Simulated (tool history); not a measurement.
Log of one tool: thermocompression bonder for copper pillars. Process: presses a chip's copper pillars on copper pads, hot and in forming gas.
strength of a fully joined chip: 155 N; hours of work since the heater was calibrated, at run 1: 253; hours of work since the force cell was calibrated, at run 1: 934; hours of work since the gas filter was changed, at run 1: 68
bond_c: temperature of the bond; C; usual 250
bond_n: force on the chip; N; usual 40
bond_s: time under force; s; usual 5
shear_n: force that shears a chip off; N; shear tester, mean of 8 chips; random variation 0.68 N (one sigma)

| run | hour | bond_c | bond_n | bond_s | hours of work since the heater was calibrated | hours of work since the force cell was calibrated | hours of work since the gas filter was changed | shear_n |
|---|---|---|---|---|---|---|---|---|
| 1 | 0 | 250 | 40 | 5 | 253 | 934 | 68 | 60.4 |
| 2 | 66.8 | 250 | 40 | 5 | 292 | 973 | 107 | 58.4 |
| 3 | 106.6 | 260 | 40 | 5 | 316 | 997 | 131 | 63.7 |
| 4 | 140.1 | 250 | 40 | 5 | 336 | 1017 | 151 | 58.2 |
| 5 | 173.4 | 250 | 57 | 5 | 355 | 1036 | 170 | 76.5 |
| 6 | 223.4 | 250 | 57 | 5 | 385 | 1066 | 200 | 75.1 |
| 7 | 272.4 | 250 | 40 | 5 | 414 | 1095 | 229 | 57.7 |
| 8 | 312.2 | 250 | 40 | 5 | 438 | 1119 | 253 | 56.5 |
| 9 | 345.4 | 250 | 40 | 5 | 457 | 1138 | 272 | 55 |
|  | 378.9 | forming gas filter changed |
| 10 | 385.6 | 250 | 40 | 5 | 481 | 1162 | 4 | 58.8 |
| 11 | 448.6 | 250 | 40 | 5 | 518 | 1199 | 41 | 58.6 |
| 12 | 502.1 | 250 | 40 | 5 | 550 | 1231 | 73 | 59.1 |
| 13 | 545.6 | 259 | 40 | 5 | 576 | 1257 | 99 | 63.5 |
| 14 | 609.7 | 259 | 40 | 5 | 614 | 1295 | 137 | 62.2 |
| 15 | 658.9 | 259 | 40 | 5 | 643 | 1324 | 166 | 62.7 |
| 16 | 710.1 | 259 | 40 | 5 | 673 | 1354 | 196 | 60.1 |
| 17 | 765.3 | 259 | 40 | 5 | 706 | 1387 | 229 | 60.2 |
| 18 | 806.9 | 259 | 40 | 5 | 731 | 1412 | 254 | 59.3 |
| 19 | 851.8 | 259 | 40 | 5 | 757 | 1438 | 280 | 59.2 |
|  | 870.6 | forming gas filter changed |
| 20 | 905.6 | 259 | 40 | 5 | 789 | 1470 | 21 | 62.5 |
| 21 | 933.3 | 271 | 36 | 10 | 805 | 1486 | 37 | 81.4 |
| 22 | 968.1 | 239 | 36 | 10 | 826 | 1507 | 58 | 60.3 |
| 23 | 1003.9 | 239 | 36 | 10 | 847 | 1528 | 79 | 58.6 |
|  | 1053.7 | heater calibrated with a thermocouple chip |
| 24 | 1055.6 | 228 | 47 | 7 | 1 | 1557 | 108 | 60.1 |
| 25 | 1121.4 | 243 | 27 | 3 | 40 | 1596 | 147 | 31.3 |
| 26 | 1178.4 | 243 | 27 | 3 | 74 | 1630 | 181 | 29.8 |
| 27 | 1219.9 | 243 | 30 | 3 | 98 | 1655 | 206 | 33.3 |
| 28 | 1282.3 | 234 | 60 | 5 | 135 | 1692 | 243 | 64 |
| 29 | 1347.8 | 234 | 60 | 5 | 174 | 1731 | 282 | 64.3 |
|  | 1365.5 | forming gas filter changed |
| 30 | 1397.7 | 250 | 39 | 3 | 204 | 1760 | 19 | 46.7 |
| 31 | 1446 | 242 | 26 | 3 | 232 | 1789 | 48 | 30.4 |
| 32 | 1513.4 | 275 | 40 | 13 | 272 | 1828 | 88 | 98.6 |
| 33 | 1576 | 250 | 44 | 6 | 309 | 1866 | 125 | 65.1 |
| 34 | 1625.2 | 270 | 34 | 12 | 338 | 1895 | 154 | 82.8 |
| 35 | 1674.8 | 273 | 34 | 5 | 368 | 1924 | 183 | 61.4 |
| 36 | 1707.9 | 273 | 34 | 5 | 387 | 1944 | 203 | 62 |
| 37 | 1753.5 | 273 | 34 | 5 | 414 | 1971 | 230 | 62.2 |

How the hidden state differs across the entries between the runs, from the last listed run before each to the first after it:
Between runs 9 and 10: forming gas filter changed (hour 378.9)
  true temperature of the bond over the reading, C: -3.9 -> -4.1; force that reaches the chip, % of what is set: 94.9 -> 94.8; oxide that the forming gas leaves, % of the face: 7.21 -> 0.63
  measured less the result without the state, shear_n: -9 -> -5.4 N
Between runs 19 and 20: forming gas filter changed (hour 870.6)
  true temperature of the bond over the reading, C: -6.9 -> -7.2; force that reaches the chip, % of what is set: 93.8 -> 93.7; oxide that the forming gas leaves, % of the face: 7.18 -> 1.25
  measured less the result without the state, shear_n: -12.4 -> -8.7 N
Between runs 23 and 24: heater calibrated with a thermocouple chip (hour 1053.7)
  true temperature of the bond over the reading, C: -7.8 -> -0.6; force that reaches the chip, % of what is set: 93.4 -> 93.3; oxide that the forming gas leaves, % of the face: 2.65 -> 3.36
  measured less the result without the state, shear_n: -10.2 -> -5.7 N
Between runs 29 and 30: forming gas filter changed (hour 1365.5)
  true temperature of the bond over the reading, C: -2.3 -> -2.6; force that reaches the chip, % of what is set: 92.6 -> 92.5; oxide that the forming gas leaves, % of the face: 7.48 -> 1
  measured less the result without the state, shear_n: -10.7 -> -5 N
